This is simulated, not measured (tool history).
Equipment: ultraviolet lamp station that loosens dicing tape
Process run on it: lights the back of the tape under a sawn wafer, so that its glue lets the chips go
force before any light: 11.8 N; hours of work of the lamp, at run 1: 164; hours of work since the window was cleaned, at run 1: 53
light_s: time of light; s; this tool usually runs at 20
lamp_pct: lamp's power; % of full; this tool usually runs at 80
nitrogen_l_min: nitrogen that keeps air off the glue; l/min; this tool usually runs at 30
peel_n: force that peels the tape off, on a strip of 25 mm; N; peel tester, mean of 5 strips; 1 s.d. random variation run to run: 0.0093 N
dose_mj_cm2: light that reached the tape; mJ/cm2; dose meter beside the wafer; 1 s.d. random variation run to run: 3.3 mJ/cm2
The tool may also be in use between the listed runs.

run	hour	light_s	lamp_pct	nitrogen_l_min	hours of work of the lamp	hours of work since the window was cleaned	peel_n	dose_mj_cm2
1	0.0	20	80	30	164	53	0.440	499
2	14.9	20	82	30	170	60	0.405	502
3	22.9	10	82	30	173	63	2.025	252
4	31.2	40	80	30	177	66	0.109	977
5	44.1	20	80	30	182	72	0.467	484
6	58.3	20	80	30	188	78	0.484	488
7	67.9	20	80	30	192	82	0.466	488
8	78.4	20	80	30	196	86	0.458	482
9	95.6	12	80	30	203	93	1.554	286
10	103.4	12	80	16	207	96	2.324	285
11	119.6	20	80	30	213	103	0.477	484
12	129.4	20	80	30	217	107	0.490	488
13	138.0	20	80	30	221	111	0.479	486
14	153.5	20	80	30	227	117	0.477	480
15	167.7	20	80	30	233	123	0.475	474
16	184.8	20	80	30	240	130	0.491	480
17	200.6	20	80	30	247	137	0.478	477
18	208.5	20	80	30	250	140	0.488	472
19	220.3	20	80	30	255	145	0.483	476
20	236.2	20	74	30	262	151	0.597	438
21	249.9	20	67	30	267	157	0.808	396
# hour 251.5: window cleaned of glue's vapour
22	265.6	20	67	30	274	6	0.838	392
23	275.5	22	77	30	278	10	0.458	492
24	286.5	22	77	14	282	15	0.918	491
25	299.5	22	77	14	288	20	0.883	487
26	309.8	25	90	9	292	24	0.635	642
# hour 314.7: window cleaned of glue's vapour, once more
27	324.7	37	90	9	298	4	0.205	1003
28	337.2	37	90	9	303	9	0.211	997
29	354.2	37	90	9	310	16	0.208	997
30	364.4	37	90	9	315	21	0.198	994
31	372.8	37	90	9	318	24	0.204	996
32	388.8	37	90	42	325	31	0.098	994
33	395.8	37	90	42	328	34	0.106	982
34	406.9	37	90	42	332	38	0.104	980
35	416.1	29	64	20	336	42	0.471	546
36	432.8	29	64	20	343	49	0.486	548
37	440.7	23	74	45	346	52	0.318	502
38	453.3	23	74	45	352	58	0.320	503
39	463.0	34	74	14	356	62	0.298	735
40	474.1	23	76	14	360	66	0.785	513
41	487.2	20	80	44	366	72	0.387	465
42	495.3	14	84	30	369	75	1.133	340
43	508.8	14	84	30	375	81	1.135	343

What if the next run were any one of these 3? Each begins from the tool's condition after run 43:
A	525.0	39	80	20	381	87	?	?
B	525.0	12	80	15	381	87	?	?
C	525.0	39	75	30	381	87	?	?

run	peel_n	dose_mj_cm2
A	0.142	898
B	2.603	279
C	0.130	839
Without the tool's hidden state the same runs would have given:
run	peel_n	dose_mj_cm2
A	0.122	1002
B	2.185	311
C	0.116	936

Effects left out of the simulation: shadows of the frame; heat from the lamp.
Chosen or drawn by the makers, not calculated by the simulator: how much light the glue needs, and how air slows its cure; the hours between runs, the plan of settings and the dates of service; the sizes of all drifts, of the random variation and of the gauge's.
